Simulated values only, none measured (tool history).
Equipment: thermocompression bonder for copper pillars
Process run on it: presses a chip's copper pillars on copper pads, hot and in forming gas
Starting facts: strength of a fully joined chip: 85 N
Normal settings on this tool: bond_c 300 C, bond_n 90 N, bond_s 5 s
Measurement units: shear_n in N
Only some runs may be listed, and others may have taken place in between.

Run 1, hour 0: usual settings. Result: shear_n 56.4 N.
Run 2, hour 14.3: usual settings but bond_s 9 s. Result: shear_n 64.8 N.
Run 3, hour 29.6: usual settings but bond_s 9 s. Result: shear_n 64.6 N.
Run 4, hour 58.1: usual settings but bond_s 14 s. Result: shear_n 68.9 N.
Run 5, hour 83.1: usual settings but bond_s 14 s. Result: shear_n 68.9 N.
Run 6, hour 106: usual settings but bond_s 14 s. Result: shear_n 67.8 N.
At hour 110.4: force cell calibrated.
Run 7, hour 135.4: usual settings but bond_n 59 N. Result: shear_n 42.9 N.
Run 8, hour 150.8: usual settings but bond_n 59 N. Result: shear_n 42.6 N.
Run 9, hour 174: usual settings but bond_n 59 N. Result: shear_n 42.3 N.
Run 10, hour 188.2: usual settings but bond_c 324 C, bond_n 59 N. Result: shear_n 53.2 N.
At hour 200.8: force cell calibrated, once more.
At hour 201.3: forming gas filter changed.
Run 11, hour 211.8: usual settings but bond_c 324 C, bond_n 59 N. Result: shear_n 57.6 N.
Run 12, hour 227.3: usual settings but bond_c 301 C, bond_n 119 N, bond_s 7 s. Result: shear_n 71 N.
Run 13, hour 241.2: usual settings but bond_c 272 C, bond_n 78 N. Result: shear_n 40 N.

Branching from run 13: 3 alternative next runs. What would each branch give?
Run A, hour 257.6: usual settings but bond_c 297 C, bond_n 78 N. Result: shear_n ?.
Run B, hour 257.6: usual settings but bond_c 326 C, bond_n 61 N, bond_s 6 s. Result: shear_n ?.
Run C, hour 257.6: usual settings but bond_n 110 N, bond_s 4 s. Result: shear_n ?.

run  shear_n
  A     52.9
  B     61.1
  C     60.2
The same runs, with their run-to-run variation unchanged, on a tool lacking any hidden condition would have given:
run  shear_n
  A     53.4
  B     61.7
  C     60.8
